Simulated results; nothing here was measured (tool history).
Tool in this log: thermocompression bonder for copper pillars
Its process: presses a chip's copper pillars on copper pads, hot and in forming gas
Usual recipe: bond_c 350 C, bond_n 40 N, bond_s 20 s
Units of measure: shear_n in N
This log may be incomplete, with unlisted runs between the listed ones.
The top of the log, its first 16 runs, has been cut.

Run 17, hour 413: usual settings but bond_s 15 s. Result: shear_n 47.6 N.
Run 18, hour 437.1: usual settings but bond_s 15 s. Result: shear_n 47.5 N.
Run 19, hour 467.8: usual settings but bond_s 15 s. Result: shear_n 47.7 N.
At hour 494.6: heater calibrated with a thermocouple chip.
Run 20, hour 494.6: usual settings but bond_n 31 N. Result: shear_n 44.3 N.
Run 21, hour 514.6: usual settings but bond_c 355 C, bond_n 60 N. Result: shear_n 60.7 N.
Run 22, hour 540.3: usual settings but bond_c 355 C, bond_n 60 N. Result: shear_n 60.2 N.
At hour 567: force cell calibrated, once more.
At hour 567.5: forming gas filter changed.
Run 23, hour 578.4: usual settings but bond_c 346 C, bond_n 34 N. Result: shear_n 43.9 N.
Run 24, hour 610.2: usual settings but bond_n 44 N, bond_s 22 s. Result: shear_n 52.8 N.
Run 25, hour 635: usual settings but bond_n 51 N, bond_s 24 s. Result: shear_n 57.2 N.
Run 26, hour 660.1: usual settings but bond_c 339 C, bond_n 51 N, bond_s 45 s. Result: shear_n 62.7 N.
Run 27, hour 696.7: usual settings but bond_c 339 C, bond_n 51 N, bond_s 45 s. Result: shear_n 62.3 N.
Run 28, hour 734: usual settings but bond_c 339 C, bond_n 51 N, bond_s 45 s. Result: shear_n 62.3 N.
Run 29, hour 751.1: usual settings but bond_c 339 C, bond_n 51 N, bond_s 45 s. Result: shear_n 62.1 N.
Run 30, hour 782.1: usual settings but bond_c 376 C, bond_n 26 N, bond_s 46 s. Result: shear_n 60.9 N.
Run 31, hour 806.2: usual settings but bond_n 58 N, bond_s 13 s. Result: shear_n 50.8 N.
Run 32, hour 845.4: usual settings but bond_c 323 C, bond_n 26 N. Result: shear_n 30.8 N.
Run 33, hour 865.3: usual settings but bond_c 355 C, bond_n 48 N, bond_s 23 s. Result: shear_n 56.7 N.
Run 34, hour 897.2: usual settings but bond_c 355 C, bond_n 34 N, bond_s 18 s. Result: shear_n 45.8 N.
Run 35, hour 913.9: usual settings but bond_c 355 C, bond_n 34 N, bond_s 18 s. Result: shear_n 45.5 N.
Run 36, hour 952.4: usual settings but bond_c 346 C, bond_n 37 N, bond_s 18 s. Result: shear_n 44.1 N.
At hour 955.8: forming gas filter changed.
Run 37, hour 983.7: usual settings but bond_s 18 s. Result: shear_n 48.4 N.
Run 38, hour 1015.6: usual settings but bond_c 360 C, bond_n 49 N, bond_s 16 s. Result: shear_n 54.7 N.
Run 39, hour 1045.1: usual settings but bond_c 360 C, bond_n 49 N, bond_s 16 s. Result: shear_n 54.9 N.

Each row is a separate what-if for the run after 39, all from the same tool condition, not one after another. Results?
Run A, hour 1085: usual settings but bond_c 324 C, bond_n 26 N, bond_s 16 s. Result: shear_n ?.
Run B, hour 1085: usual settings but bond_c 352 C, bond_n 24 N, bond_s 38 s. Result: shear_n ?.
Run C, hour 1085: usual settings but bond_c 325 C, bond_n 49 N, bond_s 14 s. Result: shear_n ?.

run  shear_n
  A     29.5
  B     49.2
  C     39.9
Stripped of hidden state, with their random variation kept, the same runs would have yielded:
run  shear_n
  A     28.3
  B     47.9
  C     38.4

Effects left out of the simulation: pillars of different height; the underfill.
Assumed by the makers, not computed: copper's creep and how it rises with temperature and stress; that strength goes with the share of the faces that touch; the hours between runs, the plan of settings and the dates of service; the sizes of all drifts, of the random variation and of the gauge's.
